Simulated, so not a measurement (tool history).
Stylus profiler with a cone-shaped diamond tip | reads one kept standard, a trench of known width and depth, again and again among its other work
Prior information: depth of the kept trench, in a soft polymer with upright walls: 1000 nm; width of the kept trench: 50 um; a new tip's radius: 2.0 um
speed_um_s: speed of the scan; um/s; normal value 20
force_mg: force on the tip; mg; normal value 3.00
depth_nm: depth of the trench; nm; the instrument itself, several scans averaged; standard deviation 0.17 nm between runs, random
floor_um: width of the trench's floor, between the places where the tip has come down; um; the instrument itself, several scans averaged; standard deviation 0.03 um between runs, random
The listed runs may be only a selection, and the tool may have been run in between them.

run 1 hour=0.0 | speed_um_s=20 force_mg=3.00 | depth_nm=1021.13 floor_um=45.98
run 2 hour=8.3 | speed_um_s=20 force_mg=3.00 | depth_nm=1021.26 floor_um=46.00
run 3 hour=17.9 | speed_um_s=20 force_mg=3.00 | depth_nm=1021.10 floor_um=46.03
run 4 hour=28.4 | speed_um_s=20 force_mg=3.00 | depth_nm=1021.12 floor_um=45.96
run 5 hour=42.8 | speed_um_s=20 force_mg=5.75 | depth_nm=1032.07 floor_um=45.98
run 6 hour=53.8 | speed_um_s=20 force_mg=3.00 | depth_nm=1021.30 floor_um=45.99
run 7 hour=63.4 | speed_um_s=20 force_mg=3.00 | depth_nm=1021.31 floor_um=45.92
run 8 hour=78.3 | speed_um_s=20 force_mg=3.00 | depth_nm=1021.50 floor_um=45.95
run 9 hour=89.5 | speed_um_s=20 force_mg=3.00 | depth_nm=1021.32 floor_um=45.96
run 10 hour=99.2 | speed_um_s=20 force_mg=3.00 | depth_nm=1021.79 floor_um=45.98
run 11 hour=111.3 | speed_um_s=20 force_mg=3.00 | depth_nm=1021.59 floor_um=45.86
run 12 hour=125.6 | speed_um_s=20 force_mg=3.00 | depth_nm=1021.55 floor_um=45.96
run 13 hour=133.9 | speed_um_s=20 force_mg=3.00 | depth_nm=1021.74 floor_um=45.89
run 14 hour=146.3 | speed_um_s=15 force_mg=3.00 | depth_nm=1021.52 floor_um=45.96
run 15 hour=160.0 | speed_um_s=20 force_mg=1.74 | depth_nm=1015.45 floor_um=45.86
run 16 hour=172.4 | speed_um_s=20 force_mg=1.74 | depth_nm=1015.47 floor_um=45.83
run 17 hour=187.8 | speed_um_s=20 force_mg=1.74 | depth_nm=1015.58 floor_um=45.89
run 18 hour=195.1 | speed_um_s=20 force_mg=3.00 | depth_nm=1021.66 floor_um=45.88
run 19 hour=205.1 | speed_um_s=20 force_mg=2.80 | depth_nm=1020.46 floor_um=45.85
run 20 hour=218.6 | speed_um_s=20 force_mg=2.80 | depth_nm=1020.49 floor_um=45.85
run 21 hour=225.6 | speed_um_s=20 force_mg=2.80 | depth_nm=1020.71 floor_um=45.77
run 22 hour=232.6 | speed_um_s=20 force_mg=2.80 | depth_nm=1020.39 floor_um=45.80
run 23 hour=247.9 | speed_um_s=20 force_mg=2.80 | depth_nm=1020.55 floor_um=45.80
run 24 hour=261.5 | speed_um_s=26 force_mg=3.00 | depth_nm=1021.83 floor_um=45.80
run 25 hour=276.7 | speed_um_s=74 force_mg=1.21 | depth_nm=1012.77 floor_um=45.32
run 26 hour=283.1 | speed_um_s=7 force_mg=1.30 | depth_nm=1013.10 floor_um=45.82
run 27 hour=296.1 | speed_um_s=23 force_mg=4.06 | depth_nm=1026.31 floor_um=45.78
run 28 hour=309.5 | speed_um_s=23 force_mg=4.06 | depth_nm=1026.43 floor_um=45.80
run 29 hour=318.6 | speed_um_s=28 force_mg=1.60 | depth_nm=1015.08 floor_um=45.67
run 30 hour=329.0 | speed_um_s=28 force_mg=1.60 | depth_nm=1015.06 floor_um=45.68
run 31 hour=337.2 | speed_um_s=27 force_mg=6.45 | depth_nm=1035.26 floor_um=45.86
run 32 hour=351.7 | speed_um_s=27 force_mg=6.45 | depth_nm=1035.51 floor_um=45.74
run 33 hour=366.6 | speed_um_s=27 force_mg=6.45 | depth_nm=1035.15 floor_um=45.72
run 34 hour=374.1 | speed_um_s=76 force_mg=3.51 | depth_nm=1024.45 floor_um=45.51
run 35 hour=386.2 | speed_um_s=76 force_mg=3.51 | depth_nm=1024.08 floor_um=45.48
run 36 hour=398.8 | speed_um_s=17 force_mg=2.37 | depth_nm=1019.25 floor_um=45.75
run 37 hour=408.5 | speed_um_s=17 force_mg=2.37 | depth_nm=1019.20 floor_um=45.77
run 38 hour=423.5 | speed_um_s=17 force_mg=2.37 | depth_nm=1019.04 floor_um=45.70
run 39 hour=438.2 | speed_um_s=17 force_mg=2.37 | depth_nm=1019.27 floor_um=45.67
run 40 hour=449.1 | speed_um_s=20 force_mg=5.16 | depth_nm=1030.89 floor_um=45.69
run 41 hour=459.1 | speed_um_s=18 force_mg=3.21 | depth_nm=1023.02 floor_um=45.67
run 42 hour=466.3 | speed_um_s=20 force_mg=1.95 | depth_nm=1016.92 floor_um=45.67
run 43 hour=478.8 | speed_um_s=17 force_mg=8.38 | depth_nm=1042.21 floor_um=45.67
run 44 hour=486.2 | speed_um_s=17 force_mg=8.38 | depth_nm=1042.06 floor_um=45.65
run 45 hour=498.9 | speed_um_s=28 force_mg=1.75 | depth_nm=1016.12 floor_um=45.52
run 46 hour=506.6 | speed_um_s=28 force_mg=1.75 | depth_nm=1016.16 floor_um=45.56
run 47 hour=519.1 | speed_um_s=17 force_mg=2.76 | depth_nm=1021.31 floor_um=45.67

Some steps in depth_nm, run to run, broken into two amounts with sign: the step expected even without the hidden condition (settings, incoming material, random variation), and the rest, left for the hidden condition together with whatever gauge scatter is not in both the measured and the hidden-condition-free result:
The hidden state here: radius of the tip, um; height scale over the true one, %; drift of the gauge itself on depth_nm, %; drift of the gauge itself on floor_um, %.
Run 26 -> 27: speed_um_s 7 -> 23, force_mg 1.30 -> 4.06. depth_nm +13.21 nm: hidden state +0.05, all else +13.16.
Run 30 -> 31: speed_um_s 28 -> 27, force_mg 1.60 -> 6.45. depth_nm +20.20 nm: hidden state +0.06, all else +20.14.
Run 42 -> 43: speed_um_s 20 -> 17, force_mg 1.95 -> 8.38. depth_nm +25.29 nm: hidden state +0.08, all else +25.21.
Run 44 -> 45: speed_um_s 17 -> 28, force_mg 8.38 -> 1.75. depth_nm -25.94 nm: hidden state -0.03, all else -25.91.

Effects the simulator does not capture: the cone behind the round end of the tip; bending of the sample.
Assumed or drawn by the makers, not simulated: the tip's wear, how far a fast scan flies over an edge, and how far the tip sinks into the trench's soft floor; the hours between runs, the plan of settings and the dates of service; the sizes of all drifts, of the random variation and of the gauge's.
